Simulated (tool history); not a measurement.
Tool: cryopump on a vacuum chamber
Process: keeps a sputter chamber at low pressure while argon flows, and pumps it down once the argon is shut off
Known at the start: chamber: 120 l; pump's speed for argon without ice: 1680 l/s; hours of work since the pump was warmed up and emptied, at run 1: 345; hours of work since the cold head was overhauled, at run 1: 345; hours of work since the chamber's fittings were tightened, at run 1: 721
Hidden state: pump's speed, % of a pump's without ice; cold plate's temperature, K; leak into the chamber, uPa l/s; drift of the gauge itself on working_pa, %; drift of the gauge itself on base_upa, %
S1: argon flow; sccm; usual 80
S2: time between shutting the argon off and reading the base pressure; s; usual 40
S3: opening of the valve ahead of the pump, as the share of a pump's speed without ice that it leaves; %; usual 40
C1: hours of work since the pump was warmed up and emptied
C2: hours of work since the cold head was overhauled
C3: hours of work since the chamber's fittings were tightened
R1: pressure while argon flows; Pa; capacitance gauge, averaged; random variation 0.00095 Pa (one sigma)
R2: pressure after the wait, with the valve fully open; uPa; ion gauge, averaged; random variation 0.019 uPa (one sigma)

run   hour   S1   S2  S3   C1   C2    C3      R1    R2
  1      0   80   40  40  345  345   721  0.2101  1.38
  2     16   80   40  40  357  357   733    0.21  1.41
  3   24.5   86   40  40  364  364   739  0.2251  1.36
  4   39.9   86   40  57  375  375   751  0.1606   1.4
  5   53.6   76   40  40  386  386   761  0.1982  1.43
  6   61.6   76   40  40  392  392   767  0.2004  1.36
  7   76.7   76   40  40  403  403   779  0.1988  1.38
  8   83.5   80   21  40  408  408   784  0.2084  2.45
  9   94.1   80   21  16  416  416   792   0.513  2.45
 10  102.8   47   40  40  423  423   798  0.1259  1.42
 11  113.6   47   40  40  431  431   807  0.1237  1.38
 12  123.5   63   40  40  439  439   814  0.1657  1.42
 13  133.5   63   40  40  446  446   822  0.1659  1.41
 14  145.8   63   34  40  455  455   831  0.1649  1.58
 15  157.2   80   40  35  464  464   840  0.2399   1.4
 16  169.8   80   40  35  474  474   849  0.2397  1.44
 17  178.2   80   40  40  480  480   855  0.2125  1.44
 18  192.5   80   51  51  491  491   866   0.169  1.16
 19  200.7   80   51  51  497  497   872  0.1697  1.14
 20  213.3   80   51  51  506  506   882  0.1675  1.19
 21  227.9   99  101  40  517  517   893  0.2604  0.73
 22  243.4  140   31  57  529  529   905  0.2658  1.72
 23  258.8  140   31  57  541  541   916  0.2637  1.77
 24  272.8  140  256  28  551  551   927  0.5274  0.45
 25  284.2  140  256  28  560  560   935  0.5209  0.44
 26  294.9  140  256  28  568  568   943  0.5226  0.45
 27  305.8   61   22  28  576  576   952  0.2279  2.37
 28    314  114   77  40  582  582   958  0.3036  0.85
 29  326.4   94   24  18  592  592   967  0.5385  2.15
 30  335.3   33   94  16  598  598   974  0.2121  0.75
 31  351.1   33   94  16  610  610   986  0.2125  0.75
 32  361.6   33  133  17  618  618   994  0.2013  0.64
 33  371.7   40   70  30  626  626  1001  0.1406   0.9
 34  386.6  109   40  46  637  637  1013  0.2585  1.41

The same runs without the tool's hidden state, with the same run-to-run variation:
run      R1    R2
  1  0.2027  1.31
  2  0.2024  1.34
  3  0.2168  1.29
  4   0.152  1.33
  5  0.1905  1.35
  6  0.1925  1.29
  7  0.1907   1.3
  8  0.1998  2.38
  9  0.5042  2.38
 10  0.1206  1.34
 11  0.1183  1.31
 12  0.1584  1.34
 13  0.1585  1.33
 14  0.1573   1.5
 15  0.2301  1.32
 16  0.2297  1.36
 17  0.2023  1.35
 18  0.1587  1.08
 19  0.1591  1.05
 20  0.1569   1.1
 21   0.247  0.65
 22  0.2463  1.63
 23   0.244  1.68
 24  0.5068  0.36
 25  0.5003  0.34
 26  0.5017  0.36
 27  0.2186  2.27
 28   0.286  0.75
 29  0.5237  2.05
 30  0.2069  0.66
 31  0.2072  0.65
 32  0.1959  0.54
 33  0.1339   0.8
 34    0.24  1.31
